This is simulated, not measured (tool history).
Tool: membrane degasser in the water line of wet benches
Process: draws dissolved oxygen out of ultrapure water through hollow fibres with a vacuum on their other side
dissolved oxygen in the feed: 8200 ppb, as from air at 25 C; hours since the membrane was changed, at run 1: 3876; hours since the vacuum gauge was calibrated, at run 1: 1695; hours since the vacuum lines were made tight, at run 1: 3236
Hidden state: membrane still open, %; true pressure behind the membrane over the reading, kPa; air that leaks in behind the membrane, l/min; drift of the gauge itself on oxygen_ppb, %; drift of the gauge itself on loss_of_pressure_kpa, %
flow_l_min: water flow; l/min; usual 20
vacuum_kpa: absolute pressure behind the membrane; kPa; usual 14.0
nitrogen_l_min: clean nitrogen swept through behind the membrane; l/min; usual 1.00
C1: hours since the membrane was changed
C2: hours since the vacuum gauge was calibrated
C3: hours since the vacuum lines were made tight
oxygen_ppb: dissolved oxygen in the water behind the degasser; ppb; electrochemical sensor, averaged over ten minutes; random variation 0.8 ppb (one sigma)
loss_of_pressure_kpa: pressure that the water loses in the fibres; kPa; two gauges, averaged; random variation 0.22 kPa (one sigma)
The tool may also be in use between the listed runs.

run 1 hour=0.0 | flow_l_min=20 vacuum_kpa=14.0 nitrogen_l_min=1.00 | C1=3876 C2=1695 C3=3236 | oxygen_ppb=467.6 loss_of_pressure_kpa=58.66
run 2 hour=100.0 | flow_l_min=20 vacuum_kpa=14.0 nitrogen_l_min=1.00 | C1=3976 C2=1795 C3=3336 | oxygen_ppb=469.5 loss_of_pressure_kpa=58.62
run 3 hour=196.3 | flow_l_min=20 vacuum_kpa=14.0 nitrogen_l_min=1.00 | C1=4072 C2=1891 C3=3432 | oxygen_ppb=468.1 loss_of_pressure_kpa=58.93
run 4 hour=261.9 | flow_l_min=20 vacuum_kpa=30.3 nitrogen_l_min=1.00 | C1=4138 C2=1957 C3=3498 | oxygen_ppb=1085.1 loss_of_pressure_kpa=58.87
run 5 hour=319.4 | flow_l_min=20 vacuum_kpa=30.3 nitrogen_l_min=1.00 | C1=4195 C2=2014 C3=3555 | oxygen_ppb=1084.4 loss_of_pressure_kpa=59.12
run 6 hour=375.3 | flow_l_min=20 vacuum_kpa=30.3 nitrogen_l_min=1.00 | C1=4251 C2=2070 C3=3611 | oxygen_ppb=1082.8 loss_of_pressure_kpa=59.05
run 7 hour=475.0 | flow_l_min=20 vacuum_kpa=30.3 nitrogen_l_min=1.00 | C1=4351 C2=2170 C3=3711 | oxygen_ppb=1083.5 loss_of_pressure_kpa=59.12
run 8 hour=538.2 | flow_l_min=20 vacuum_kpa=14.0 nitrogen_l_min=1.00 | C1=4414 C2=2233 C3=3774 | oxygen_ppb=471.1 loss_of_pressure_kpa=58.84
run 9 hour=638.5 | flow_l_min=24 vacuum_kpa=14.0 nitrogen_l_min=1.00 | C1=4514 C2=2333 C3=3874 | oxygen_ppb=559.8 loss_of_pressure_kpa=70.80
run 10 hour=712.2 | flow_l_min=24 vacuum_kpa=14.0 nitrogen_l_min=1.00 | C1=4588 C2=2407 C3=3948 | oxygen_ppb=558.2 loss_of_pressure_kpa=70.76
run 11 hour=781.0 | flow_l_min=24 vacuum_kpa=14.0 nitrogen_l_min=1.00 | C1=4657 C2=2476 C3=4017 | oxygen_ppb=561.2 loss_of_pressure_kpa=71.60
run 12 hour=851.3 | flow_l_min=20 vacuum_kpa=22.8 nitrogen_l_min=1.00 | C1=4727 C2=2546 C3=4087 | oxygen_ppb=814.3 loss_of_pressure_kpa=59.19
run 13 hour=900.6 | flow_l_min=20 vacuum_kpa=22.8 nitrogen_l_min=1.00 | C1=4777 C2=2595 C3=4137 | oxygen_ppb=815.8 loss_of_pressure_kpa=59.05
run 14 hour=1006.0 | flow_l_min=20 vacuum_kpa=22.8 nitrogen_l_min=1.00 | C1=4882 C2=2701 C3=4242 | oxygen_ppb=814.2 loss_of_pressure_kpa=59.19
run 15 hour=1055.3 | flow_l_min=27 vacuum_kpa=14.0 nitrogen_l_min=1.00 | C1=4931 C2=2750 C3=4291 | oxygen_ppb=628.6 loss_of_pressure_kpa=80.08
run 16 hour=1126.8 | flow_l_min=27 vacuum_kpa=14.0 nitrogen_l_min=1.00 | C1=5003 C2=2822 C3=4363 | oxygen_ppb=629.6 loss_of_pressure_kpa=80.05
run 17 hour=1203.6 | flow_l_min=30 vacuum_kpa=17.6 nitrogen_l_min=1.00 | C1=5080 C2=2898 C3=4440 | oxygen_ppb=894.3 loss_of_pressure_kpa=88.74
run 18 hour=1299.3 | flow_l_min=27 vacuum_kpa=14.0 nitrogen_l_min=1.00 | C1=5175 C2=2994 C3=4535 | oxygen_ppb=630.4 loss_of_pressure_kpa=79.82
run 19 hour=1393.1 | flow_l_min=27 vacuum_kpa=14.0 nitrogen_l_min=1.00 | C1=5269 C2=3088 C3=4629 | oxygen_ppb=631.3 loss_of_pressure_kpa=79.98
run 20 hour=1436.7 | flow_l_min=17 vacuum_kpa=23.4 nitrogen_l_min=0.49 | C1=5313 C2=3132 C3=4673 | oxygen_ppb=1271.3 loss_of_pressure_kpa=50.19
run 21 hour=1524.6 | flow_l_min=17 vacuum_kpa=23.4 nitrogen_l_min=0.49 | C1=5401 C2=3219 C3=4761 | oxygen_ppb=1273.1 loss_of_pressure_kpa=50.66
run 22 hour=1602.1 | flow_l_min=17 vacuum_kpa=23.4 nitrogen_l_min=0.49 | C1=5478 C2=3297 C3=4838 | oxygen_ppb=1271.2 loss_of_pressure_kpa=50.97
-- hour=1665.8 seals of the vacuum lines changed
run 23 hour=1682.4 | flow_l_min=17 vacuum_kpa=23.4 nitrogen_l_min=0.49 | C1=5556 C2=3375 C3=17 | oxygen_ppb=1268.1 loss_of_pressure_kpa=50.63
run 24 hour=1780.8 | flow_l_min=17 vacuum_kpa=23.4 nitrogen_l_min=0.49 | C1=5655 C2=3474 C3=115 | oxygen_ppb=1269.1 loss_of_pressure_kpa=50.63
run 25 hour=1823.9 | flow_l_min=17 vacuum_kpa=23.4 nitrogen_l_min=0.49 | C1=5698 C2=3517 C3=158 | oxygen_ppb=1264.9 loss_of_pressure_kpa=50.13
run 26 hour=1882.6 | flow_l_min=20 vacuum_kpa=14.0 nitrogen_l_min=1.12 | C1=5757 C2=3575 C3=217 | oxygen_ppb=428.5 loss_of_pressure_kpa=59.26
run 27 hour=1987.5 | flow_l_min=24 vacuum_kpa=14.0 nitrogen_l_min=1.85 | C1=5861 C2=3680 C3=322 | oxygen_ppb=340.2 loss_of_pressure_kpa=71.44
run 28 hour=2086.3 | flow_l_min=30 vacuum_kpa=14.0 nitrogen_l_min=1.85 | C1=5960 C2=3779 C3=420 | oxygen_ppb=447.9 loss_of_pressure_kpa=89.41
run 29 hour=2134.8 | flow_l_min=15 vacuum_kpa=12.0 nitrogen_l_min=1.70 | C1=6009 C2=3828 C3=469 | oxygen_ppb=185.3 loss_of_pressure_kpa=44.74
run 30 hour=2218.5 | flow_l_min=15 vacuum_kpa=12.0 nitrogen_l_min=1.70 | C1=6092 C2=3911 C3=553 | oxygen_ppb=186.2 loss_of_pressure_kpa=44.59
run 31 hour=2264.6 | flow_l_min=18 vacuum_kpa=14.9 nitrogen_l_min=0.90 | C1=6139 C2=3957 C3=599 | oxygen_ppb=504.0 loss_of_pressure_kpa=53.74

3 ways to go on from here, each from the tool as it stands after run 31. What would each give?
run A hour=2357.4 | flow_l_min=19 vacuum_kpa=32.9 nitrogen_l_min=0.49 | C1=6231 C2=4050 C3=692 | oxygen_ppb=? loss_of_pressure_kpa=?
run B hour=2357.4 | flow_l_min=20 vacuum_kpa=14.0 nitrogen_l_min=1.20 | C1=6231 C2=4050 C3=692 | oxygen_ppb=? loss_of_pressure_kpa=?
run C hour=2357.4 | flow_l_min=13 vacuum_kpa=12.8 nitrogen_l_min=1.21 | C1=6231 C2=4050 C3=692 | oxygen_ppb=? loss_of_pressure_kpa=?

run=A oxygen_ppb=1887.1 loss_of_pressure_kpa=56.59
run=B oxygen_ppb=406.4 loss_of_pressure_kpa=59.81
run=C oxygen_ppb=242.6 loss_of_pressure_kpa=38.80
Without the tool's hidden state the same runs would have given:
run=A oxygen_ppb=1876.9 loss_of_pressure_kpa=54.42
run=B oxygen_ppb=398.7 loss_of_pressure_kpa=57.52
run=C oxygen_ppb=238.0 loss_of_pressure_kpa=37.32
